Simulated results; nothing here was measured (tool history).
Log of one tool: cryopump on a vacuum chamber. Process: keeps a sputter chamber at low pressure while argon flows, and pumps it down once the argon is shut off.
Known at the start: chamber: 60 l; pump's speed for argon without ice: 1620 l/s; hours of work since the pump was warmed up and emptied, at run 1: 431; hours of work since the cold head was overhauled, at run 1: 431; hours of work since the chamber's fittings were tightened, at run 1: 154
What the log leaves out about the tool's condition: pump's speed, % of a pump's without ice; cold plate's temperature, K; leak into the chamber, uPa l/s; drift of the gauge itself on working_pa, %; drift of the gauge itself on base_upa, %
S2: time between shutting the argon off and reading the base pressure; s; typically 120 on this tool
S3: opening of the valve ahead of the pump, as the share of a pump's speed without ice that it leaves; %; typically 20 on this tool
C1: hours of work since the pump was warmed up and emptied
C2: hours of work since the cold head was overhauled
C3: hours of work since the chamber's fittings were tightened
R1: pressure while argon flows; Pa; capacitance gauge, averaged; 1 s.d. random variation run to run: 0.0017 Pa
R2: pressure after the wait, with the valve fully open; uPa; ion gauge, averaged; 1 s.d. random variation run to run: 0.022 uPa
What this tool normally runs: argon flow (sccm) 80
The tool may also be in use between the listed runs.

{"run": 1, "day": 0.0, "argon flow (sccm)": 80, "S2": 120, "S3": 20, "C1": 431, "C2": 431, "C3": 154, "R1": 0.4335, "R2": 0.81}
{"run": 2, "day": 0.633, "argon flow (sccm)": 80, "S2": 120, "S3": 20, "C1": 444, "C2": 444, "C3": 167, "R1": 0.4329, "R2": 0.78}
{"run": 3, "day": 1.412, "argon flow (sccm)": 80, "S2": 26, "S3": 20, "C1": 460, "C2": 460, "C3": 183, "R1": 0.432, "R2": 2.18}
{"run": 4, "day": 2.171, "argon flow (sccm)": 80, "S2": 26, "S3": 20, "C1": 476, "C2": 476, "C3": 199, "R1": 0.4346, "R2": 2.16}
{"run": 5, "day": 3.062, "argon flow (sccm)": 80, "S2": 120, "S3": 20, "C1": 494, "C2": 494, "C3": 217, "R1": 0.4386, "R2": 0.9}
{"run": 6, "day": 3.608, "argon flow (sccm)": 80, "S2": 120, "S3": 20, "C1": 505, "C2": 505, "C3": 228, "R1": 0.4363, "R2": 0.91}
{"run": 7, "day": 4.442, "argon flow (sccm)": 80, "S2": 120, "S3": 20, "C1": 522, "C2": 522, "C3": 245, "R1": 0.4394, "R2": 0.93}
{"run": 8, "day": 5.204, "argon flow (sccm)": 80, "S2": 120, "S3": 15, "C1": 538, "C2": 538, "C3": 261, "R1": 0.5758, "R2": 0.91}
{"run": 9, "day": 5.588, "argon flow (sccm)": 80, "S2": 120, "S3": 20, "C1": 546, "C2": 546, "C3": 269, "R1": 0.4369, "R2": 0.96}
{"run": 10, "day": 6.35, "argon flow (sccm)": 80, "S2": 120, "S3": 20, "C1": 561, "C2": 561, "C3": 284, "R1": 0.4411, "R2": 1.02}
{"run": 11, "day": 7.167, "argon flow (sccm)": 107, "S2": 120, "S3": 20, "C1": 578, "C2": 578, "C3": 301, "R1": 0.5839, "R2": 0.99}
{"run": 12, "day": 7.646, "argon flow (sccm)": 107, "S2": 120, "S3": 20, "C1": 588, "C2": 588, "C3": 311, "R1": 0.589, "R2": 1.03}
{"run": 13, "day": 8.204, "argon flow (sccm)": 107, "S2": 120, "S3": 20, "C1": 599, "C2": 599, "C3": 322, "R1": 0.587, "R2": 1.08}
{"run": 14, "day": 8.95, "argon flow (sccm)": 107, "S2": 120, "S3": 20, "C1": 614, "C2": 614, "C3": 337, "R1": 0.5902, "R2": 1.15}
{"run": 15, "day": 9.342, "argon flow (sccm)": 107, "S2": 120, "S3": 20, "C1": 622, "C2": 622, "C3": 345, "R1": 0.5911, "R2": 1.07}
{"run": 16, "day": 9.804, "argon flow (sccm)": 80, "S2": 120, "S3": 16, "C1": 632, "C2": 632, "C3": 355, "R1": 0.5492, "R2": 1.15}
{"run": 17, "day": 10.475, "argon flow (sccm)": 80, "S2": 38, "S3": 20, "C1": 646, "C2": 646, "C3": 369, "R1": 0.4471, "R2": 1.95}
{"run": 18, "day": 11.229, "argon flow (sccm)": 80, "S2": 120, "S3": 20, "C1": 661, "C2": 661, "C3": 384, "R1": 0.4464, "R2": 1.22}
{"run": 19, "day": 11.896, "argon flow (sccm)": 80, "S2": 120, "S3": 54, "C1": 675, "C2": 675, "C3": 398, "R1": 0.1818, "R2": 1.16}
{"run": 20, "day": 12.762, "argon flow (sccm)": 51, "S2": 192, "S3": 32, "C1": 692, "C2": 692, "C3": 415, "R1": 0.1866, "R2": 1.1}
{"run": 21, "day": 13.546, "argon flow (sccm)": 77, "S2": 212, "S3": 51, "C1": 708, "C2": 708, "C3": 431, "R1": 0.1864, "R2": 1.11}
{"run": 22, "day": 14.292, "argon flow (sccm)": 76, "S2": 21, "S3": 26, "C1": 724, "C2": 724, "C3": 447, "R1": 0.3343, "R2": 3.03}
{"run": 23, "day": 14.95, "argon flow (sccm)": 76, "S2": 24, "S3": 26, "C1": 737, "C2": 737, "C3": 460, "R1": 0.3345, "R2": 2.7}
{"run": 24, "day": 15.825, "argon flow (sccm)": 149, "S2": 24, "S3": 18, "C1": 755, "C2": 755, "C3": 478, "R1": 0.9224, "R2": 2.81}
{"day": 16.638, "done": "pump warmed up, emptied and cooled again"}
{"run": 25, "day": 16.738, "argon flow (sccm)": 116, "S2": 64, "S3": 41, "C1": 2, "C2": 769, "C3": 492, "R1": 0.2963, "R2": 1.42}
{"run": 26, "day": 17.354, "argon flow (sccm)": 156, "S2": 297, "S3": 41, "C1": 15, "C2": 782, "C3": 505, "R1": 0.4016, "R2": 0.86}
{"run": 27, "day": 18.233, "argon flow (sccm)": 117, "S2": 271, "S3": 41, "C1": 33, "C2": 800, "C3": 523, "R1": 0.3005, "R2": 0.99}
{"run": 28, "day": 18.871, "argon flow (sccm)": 107, "S2": 73, "S3": 15, "C1": 46, "C2": 813, "C3": 536, "R1": 0.7472, "R2": 1.38}
{"run": 29, "day": 19.354, "argon flow (sccm)": 78, "S2": 120, "S3": 20, "C1": 56, "C2": 823, "C3": 546, "R1": 0.4106, "R2": 1.11}
{"run": 30, "day": 20.108, "argon flow (sccm)": 34, "S2": 120, "S3": 58, "C1": 71, "C2": 838, "C3": 561, "R1": 0.062, "R2": 1.15}
{"run": 31, "day": 20.738, "argon flow (sccm)": 34, "S2": 52, "S3": 30, "C1": 84, "C2": 851, "C3": 574, "R1": 0.1194, "R2": 1.65}
{"run": 32, "day": 21.125, "argon flow (sccm)": 34, "S2": 52, "S3": 30, "C1": 92, "C2": 859, "C3": 582, "R1": 0.12, "R2": 1.74}
{"run": 33, "day": 21.608, "argon flow (sccm)": 43, "S2": 120, "S3": 20, "C1": 102, "C2": 869, "C3": 592, "R1": 0.2264, "R2": 1.22}
{"run": 34, "day": 22.121, "argon flow (sccm)": 37, "S2": 253, "S3": 33, "C1": 112, "C2": 879, "C3": 602, "R1": 0.1184, "R2": 1.05}
{"run": 35, "day": 22.708, "argon flow (sccm)": 44, "S2": 85, "S3": 20, "C1": 124, "C2": 891, "C3": 614, "R1": 0.2322, "R2": 1.42}

Results per run with the tool's hidden condition removed, run-to-run variation unchanged:
run=1 R1=0.4172 R2=0.55
run=2 R1=0.4161 R2=0.52
run=3 R1=0.4145 R2=1.89
run=4 R1=0.4164 R2=1.85
run=5 R1=0.4195 R2=0.55
run=6 R1=0.4167 R2=0.56
run=7 R1=0.4190 R2=0.54
run=8 R1=0.5547 R2=0.51
run=9 R1=0.4156 R2=0.54
run=10 R1=0.4188 R2=0.58
run=11 R1=0.5534 R2=0.52
run=12 R1=0.5576 R2=0.54
run=13 R1=0.5550 R2=0.56
run=14 R1=0.5570 R2=0.61
run=15 R1=0.5573 R2=0.53
run=16 R1=0.5234 R2=0.57
run=17 R1=0.4204 R2=1.36
run=18 R1=0.4190 R2=0.59
run=19 R1=0.1539 R2=0.53
run=20 R1=0.1679 R2=0.43
run=21 R1=0.1575 R2=0.40
run=22 R1=0.3051 R2=2.29
run=23 R1=0.3046 R2=1.95
run=24 R1=0.8619 R2=2.01
run=25 R1=0.2950 R2=0.88
run=26 R1=0.3991 R2=0.30
run=27 R1=0.2978 R2=0.38
run=28 R1=0.7443 R2=0.77
run=29 R1=0.4081 R2=0.51
run=30 R1=0.0607 R2=0.52
run=31 R1=0.1180 R2=1.00
run=32 R1=0.1184 R2=1.08
run=33 R1=0.2242 R2=0.55
run=34 R1=0.1164 R2=0.36
run=35 R1=0.2296 R2=0.71

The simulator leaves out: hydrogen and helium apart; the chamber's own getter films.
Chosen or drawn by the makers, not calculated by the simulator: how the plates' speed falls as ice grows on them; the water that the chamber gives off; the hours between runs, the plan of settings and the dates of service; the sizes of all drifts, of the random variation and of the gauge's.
